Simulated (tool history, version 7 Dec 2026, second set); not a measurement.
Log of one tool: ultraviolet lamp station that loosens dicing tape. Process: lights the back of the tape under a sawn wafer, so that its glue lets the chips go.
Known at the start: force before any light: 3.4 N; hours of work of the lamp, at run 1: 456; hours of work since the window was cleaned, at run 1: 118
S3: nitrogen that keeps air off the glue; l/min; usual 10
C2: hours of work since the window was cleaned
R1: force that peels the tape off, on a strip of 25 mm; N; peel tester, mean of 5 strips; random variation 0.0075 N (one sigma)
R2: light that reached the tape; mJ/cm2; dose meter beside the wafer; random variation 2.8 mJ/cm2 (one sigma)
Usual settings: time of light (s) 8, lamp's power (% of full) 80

run 1 day=0 | time_of_light_(s)=8 lamp's_power_(%_of_full)=80 S3=10 | hours_of_work_of_the_lamp=456 C2=118 | R1=0.277 R2=385
run 2 day=1.267 | time_of_light_(s)=8 lamp's_power_(%_of_full)=80 S3=10 | hours_of_work_of_the_lamp=479 C2=141 | R1=0.292 R2=388
run 3 day=2.754 | time_of_light_(s)=8 lamp's_power_(%_of_full)=80 S3=10 | hours_of_work_of_the_lamp=506 C2=168 | R1=0.292 R2=386
run 4 day=3.767 | time_of_light_(s)=8 lamp's_power_(%_of_full)=80 S3=10 | hours_of_work_of_the_lamp=525 C2=187 | R1=0.296 R2=386
run 5 day=5.025 | time_of_light_(s)=8 lamp's_power_(%_of_full)=80 S3=10 | hours_of_work_of_the_lamp=548 C2=210 | R1=0.29 R2=393
run 6 day=6.046 | time_of_light_(s)=8 lamp's_power_(%_of_full)=80 S3=10 | hours_of_work_of_the_lamp=567 C2=229 | R1=0.292 R2=382
run 7 day=7.583 | time_of_light_(s)=8 lamp's_power_(%_of_full)=94 S3=10 | hours_of_work_of_the_lamp=595 C2=257 | R1=0.262 R2=448
run 8 day=8.642 | time_of_light_(s)=8 lamp's_power_(%_of_full)=77 S3=10 | hours_of_work_of_the_lamp=615 C2=276 | R1=0.3 R2=374
run 9 day=9.938 | time_of_light_(s)=8 lamp's_power_(%_of_full)=77 S3=10 | hours_of_work_of_the_lamp=638 C2=300 | R1=0.315 R2=368
-- day=10.212 lamp changed
run 10 day=11.429 | time_of_light_(s)=5 lamp's_power_(%_of_full)=97 S3=3 | hours_of_work_of_the_lamp=22 C2=327 | R1=0.742 R2=296
run 11 day=12.933 | time_of_light_(s)=5 lamp's_power_(%_of_full)=97 S3=3 | hours_of_work_of_the_lamp=50 C2=354 | R1=0.764 R2=298
run 12 day=14.492 | time_of_light_(s)=5 lamp's_power_(%_of_full)=97 S3=3 | hours_of_work_of_the_lamp=79 C2=383 | R1=0.73 R2=295
run 13 day=15.5 | time_of_light_(s)=5 lamp's_power_(%_of_full)=97 S3=3 | hours_of_work_of_the_lamp=97 C2=402 | R1=0.76 R2=297
run 14 day=16.488 | time_of_light_(s)=15 lamp's_power_(%_of_full)=84 S3=17 | hours_of_work_of_the_lamp=115 C2=420 | R1=0.23 R2=770

4 ways to go on from here, each from the tool as it stands after run 14. What would each give?
run A day=17.792 | time_of_light_(s)=5 lamp's_power_(%_of_full)=84 S3=17 | hours_of_work_of_the_lamp=139 C2=444 | R1=? R2=?
run B day=17.792 | time_of_light_(s)=16 lamp's_power_(%_of_full)=80 S3=17 | hours_of_work_of_the_lamp=139 C2=444 | R1=? R2=?
run C day=17.792 | time_of_light_(s)=4 lamp's_power_(%_of_full)=80 S3=10 | hours_of_work_of_the_lamp=139 C2=444 | R1=? R2=?
run D day=17.792 | time_of_light_(s)=8 lamp's_power_(%_of_full)=80 S3=5 | hours_of_work_of_the_lamp=139 C2=444 | R1=? R2=?

run=A R1=0.353 R2=252
run=B R1=0.25 R2=777
run=C R1=0.647 R2=193
run=D R1=0.412 R2=392
Without the tool's hidden state the same runs would have given:
run=A R1=0.353 R2=253
run=B R1=0.25 R2=778
run=C R1=0.646 R2=194
run=D R1=0.411 R2=393

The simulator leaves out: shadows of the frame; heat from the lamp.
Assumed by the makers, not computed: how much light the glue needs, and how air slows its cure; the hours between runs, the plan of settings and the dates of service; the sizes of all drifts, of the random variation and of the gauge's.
